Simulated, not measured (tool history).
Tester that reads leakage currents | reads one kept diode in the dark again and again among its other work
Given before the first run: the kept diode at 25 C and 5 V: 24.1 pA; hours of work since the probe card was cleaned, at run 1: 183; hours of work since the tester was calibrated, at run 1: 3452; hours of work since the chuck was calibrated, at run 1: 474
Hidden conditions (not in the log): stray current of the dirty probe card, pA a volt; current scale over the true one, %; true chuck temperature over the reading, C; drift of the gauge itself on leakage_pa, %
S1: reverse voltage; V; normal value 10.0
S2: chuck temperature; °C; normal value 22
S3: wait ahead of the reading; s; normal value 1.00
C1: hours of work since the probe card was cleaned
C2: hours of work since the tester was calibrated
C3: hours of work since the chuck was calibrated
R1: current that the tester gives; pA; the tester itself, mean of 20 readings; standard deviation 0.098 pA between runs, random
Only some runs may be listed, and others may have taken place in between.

Run 1, day 0.000: usual settings; C1 183; C2 3452; C3 474. Result: R1 28.52 pA.
Run 2, day 4.442: usual settings but S2 25 °C; C1 257; C2 3527; C3 549. Result: R1 35.04 pA.
Run 3, day 8.146: usual settings but S2 25 °C; C1 319; C2 3589; C3 611. Result: R1 35.65 pA.
Run 4, day 12.433: usual settings but S2 25 °C; C1 391; C2 3661; C3 683. Result: R1 36.18 pA.
Run 5, day 15.742: usual settings but S2 20 °C; C1 447; C2 3717; C3 739. Result: R1 27.42 pA.
Run 6, day 19.112: usual settings; C1 503; C2 3773; C3 795. Result: R1 31.26 pA.
Run 7, day 21.896: usual settings; C1 550; C2 3820; C3 842. Result: R1 31.63 pA.
At day 23.583: chuck's temperature calibrated.
Run 8, day 26.088: usual settings but S3 2.50 s; C1 619; C2 3889; C3 42. Result: R1 34.13 pA.
Run 9, day 29.308: usual settings but S3 4.67 s; C1 673; C2 3943; C3 96. Result: R1 33.71 pA.
Run 10, day 33.350: usual settings but S3 4.67 s; C1 741; C2 4011; C3 164. Result: R1 34.36 pA.
Run 11, day 38.642: usual settings but S3 4.67 s; C1 830; C2 4099; C3 253. Result: R1 35.40 pA.
Run 12, day 42.588: usual settings but S3 4.67 s; C1 896; C2 4166; C3 319. Result: R1 35.70 pA.
Run 13, day 46.229: usual settings; C1 957; C2 4227; C3 380. Result: R1 38.41 pA.
Run 14, day 50.867: usual settings but S1 1.8 V; C1 1035; C2 4305; C3 458. Result: R1 15.01 pA.
Run 15, day 53.292: usual settings but S1 8.9 V; C1 1076; C2 4345; C3 499. Result: R1 37.04 pA.
Run 16, day 55.821: usual settings but S3 0.33 s; C1 1118; C2 4388; C3 541. Result: R1 46.27 pA.
Run 17, day 60.967: usual settings but S1 1.6 V; C1 1204; C2 4474; C3 627. Result: R1 13.91 pA.
At day 63.917: tester calibrated.
Run 18, day 65.696: usual settings but S1 1.6 V; C1 1282; C2 30; C3 705. Result: R1 13.49 pA.
Run 19, day 69.179: usual settings but S1 1.6 V; C1 1341; C2 88; C3 764. Result: R1 13.55 pA.
Run 20, day 73.375: usual settings but S1 1.6 V; C1 1411; C2 159; C3 834. Result: R1 13.61 pA.
At day 75.488: chuck's temperature calibrated.
Run 21, day 77.558: usual settings but S1 1.8 V, S3 1.89 s; C1 1480; C2 228; C3 35. Result: R1 16.36 pA.
Run 22, day 80.800: usual settings but S1 1.9 V, S2 29 °C, S3 7.47 s; C1 1534; C2 282; C3 89. Result: R1 25.79 pA.
At day 81.233: probe card cleaned and baked.
Run 23, day 84.121: usual settings but S1 1.6 V, S2 57 °C, S3 2.90 s; C1 48; C2 336; C3 143. Result: R1 142.66 pA.
Run 24, day 87.617: usual settings but S1 15.5 V, S2 55 °C, S3 2.22 s; C1 107; C2 394; C3 201. Result: R1 307.60 pA.
Run 25, day 92.775: usual settings but S1 4.3 V, S2 26 °C, S3 1.01 s; C1 194; C2 481; C3 288. Result: R1 26.02 pA.
Run 26, day 96.079: usual settings but S1 4.3 V, S2 26 °C, S3 1.01 s; C1 249; C2 536; C3 343. Result: R1 25.95 pA.
Run 27, day 99.450: usual settings but S1 1.4 V, S3 6.33 s; C1 306; C2 593; C3 400. Result: R1 11.43 pA.
Run 28, day 102.292: usual settings but S1 9.4 V, S2 23 °C, S3 2.48 s; C1 353; C2 641; C3 448. Result: R1 29.95 pA.
Run 29, day 105.375: usual settings but S1 5.3 V, S2 47 °C, S3 5.99 s; C1 405; C2 692; C3 499. Result: R1 115.29 pA.
Run 30, day 110.433: usual settings but S1 5.3 V, S2 47 °C, S3 5.99 s; C1 490; C2 777; C3 584. Result: R1 114.13 pA.
Run 31, day 115.000: usual settings but S1 5.3 V, S2 47 °C, S3 5.99 s; C1 567; C2 854; C3 661. Result: R1 114.41 pA.
Run 32, day 117.554: usual settings but S1 1.0 V, S2 57 °C, S3 5.99 s; C1 610; C2 897; C3 704. Result: R1 109.95 pA.
Run 33, day 120.575: usual settings but S1 1.0 V, S2 57 °C, S3 5.99 s; C1 660; C2 947; C3 755. Result: R1 109.99 pA.
Run 34, day 123.221: usual settings but S1 1.0 V, S2 57 °C, S3 5.99 s; C1 705; C2 992; C3 799. Result: R1 109.33 pA.
Run 35, day 125.592: usual settings but S1 1.0 V, S2 57 °C, S3 5.99 s; C1 744; C2 1032; C3 839. Result: R1 108.55 pA.
At day 127.404: chuck's temperature calibrated.
Run 36, day 128.621: usual settings but S1 2.5 V; C1 794; C2 1081; C3 20. Result: R1 17.90 pA.
Run 37, day 133.138: usual settings but S1 3.5 V, S2 30 °C; C1 870; C2 1157; C3 96. Result: R1 35.59 pA.
Run 38, day 135.317: usual settings but S1 1.1 V, S3 2.87 s; C1 906; C2 1193; C3 133. Result: R1 11.81 pA.
Run 39, day 139.088: usual settings but S1 1.1 V, S3 2.87 s; C1 970; C2 1257; C3 196. Result: R1 11.82 pA.

5 options for the next run, each taken on its own from the tool as it stands now. Forecast them:
Run A, day 142.429: usual settings but S1 8.4 V, S2 49 °C, S3 0.32 s; C1 1026; C2 1313; C3 252. Result: R1 ?.
Run B, day 142.429: usual settings but S1 2.2 V, S2 46 °C, S3 0.59 s; C1 1026; C2 1313; C3 252. Result: R1 ?.
Run C, day 142.429: usual settings but S1 15.3 V, S3 6.48 s; C1 1026; C2 1313; C3 252. Result: R1 ?.
Run D, day 142.429: usual settings but S1 1.1 V, S2 45 °C, S3 2.87 s; C1 1026; C2 1313; C3 252. Result: R1 ?.
Run E, day 142.429: usual settings but S1 1.1 V, S2 45 °C, S3 2.87 s; C1 1026; C2 1313; C3 252. Result: R1 ?.

run      R1
  A  181.41
  B   81.76
  C   49.89
  D   57.21
  E   57.10
What these runs would have given with no unlogged condition in the tool:
run      R1
  A  173.91
  B   80.65
  C   30.65
  D   57.04
  E   56.93

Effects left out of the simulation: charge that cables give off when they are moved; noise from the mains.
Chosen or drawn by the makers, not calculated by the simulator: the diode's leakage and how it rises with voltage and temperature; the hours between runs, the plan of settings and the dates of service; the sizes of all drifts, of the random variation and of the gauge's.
